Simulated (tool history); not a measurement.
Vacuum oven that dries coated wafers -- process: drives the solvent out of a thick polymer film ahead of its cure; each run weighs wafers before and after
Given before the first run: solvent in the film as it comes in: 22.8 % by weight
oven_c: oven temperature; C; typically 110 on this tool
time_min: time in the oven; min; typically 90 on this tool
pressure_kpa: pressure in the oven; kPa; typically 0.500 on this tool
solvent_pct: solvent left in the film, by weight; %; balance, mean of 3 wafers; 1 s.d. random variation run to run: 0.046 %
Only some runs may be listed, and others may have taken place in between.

run 1 hour=0.0 | oven_c=110 time_min=90 pressure_kpa=0.500 | solvent_pct=0.88
run 2 hour=14.4 | oven_c=110 time_min=152 pressure_kpa=0.500 | solvent_pct=0.54
run 3 hour=28.9 | oven_c=103 time_min=90 pressure_kpa=0.500 | solvent_pct=2.18
run 4 hour=44.4 | oven_c=110 time_min=100 pressure_kpa=0.500 | solvent_pct=0.75
run 5 hour=53.5 | oven_c=110 time_min=100 pressure_kpa=0.500 | solvent_pct=0.72
run 6 hour=64.0 | oven_c=110 time_min=100 pressure_kpa=0.500 | solvent_pct=0.74
run 7 hour=73.5 | oven_c=110 time_min=100 pressure_kpa=0.416 | solvent_pct=0.69
run 8 hour=85.3 | oven_c=110 time_min=90 pressure_kpa=0.629 | solvent_pct=1.07
run 9 hour=97.1 | oven_c=110 time_min=90 pressure_kpa=0.629 | solvent_pct=1.05
-- hour=99.9 oven's thermocouples calibrated
run 10 hour=108.6 | oven_c=110 time_min=90 pressure_kpa=0.629 | solvent_pct=1.01
run 11 hour=118.6 | oven_c=114 time_min=90 pressure_kpa=0.500 | solvent_pct=0.59
run 12 hour=125.7 | oven_c=114 time_min=90 pressure_kpa=0.500 | solvent_pct=0.64
run 13 hour=138.4 | oven_c=105 time_min=56 pressure_kpa=0.915 | solvent_pct=3.99
-- hour=149.9 oven's thermocouples calibrated, once more
run 14 hour=154.9 | oven_c=110 time_min=72 pressure_kpa=1.770 | solvent_pct=2.61
run 15 hour=165.9 | oven_c=110 time_min=72 pressure_kpa=1.770 | solvent_pct=2.61
run 16 hour=177.5 | oven_c=102 time_min=90 pressure_kpa=0.313 | solvent_pct=2.66
run 17 hour=191.6 | oven_c=102 time_min=90 pressure_kpa=0.313 | solvent_pct=2.59
run 18 hour=201.2 | oven_c=106 time_min=50 pressure_kpa=0.398 | solvent_pct=4.46
run 19 hour=209.7 | oven_c=106 time_min=50 pressure_kpa=0.398 | solvent_pct=4.54
run 20 hour=222.7 | oven_c=121 time_min=95 pressure_kpa=0.633 | solvent_pct=0.53
run 21 hour=229.9 | oven_c=121 time_min=104 pressure_kpa=0.278 | solvent_pct=0.16
run 22 hour=244.9 | oven_c=101 time_min=71 pressure_kpa=0.500 | solvent_pct=4.32
run 23 hour=258.5 | oven_c=101 time_min=71 pressure_kpa=0.500 | solvent_pct=4.35

Results per run with the tool's hidden condition removed, run-to-run variation unchanged:
Hidden state at play: true wafer temperature over the reading, C; true pressure over the reading, kPa; drift of the gauge itself on solvent_pct, %.
run=1 solvent_pct=0.92
run=2 solvent_pct=0.48
run=3 solvent_pct=2.34
run=4 solvent_pct=0.76
run=5 solvent_pct=0.72
run=6 solvent_pct=0.74
run=7 solvent_pct=0.69
run=8 solvent_pct=1.10
run=9 solvent_pct=1.08
run=10 solvent_pct=1.07
run=11 solvent_pct=0.59
run=12 solvent_pct=0.63
run=13 solvent_pct=4.39
run=14 solvent_pct=2.51
run=15 solvent_pct=2.51
run=16 solvent_pct=2.54
run=17 solvent_pct=2.48
run=18 solvent_pct=4.39
run=19 solvent_pct=4.47
run=20 solvent_pct=0.44
run=21 solvent_pct=0.07
run=22 solvent_pct=4.24
run=23 solvent_pct=4.27
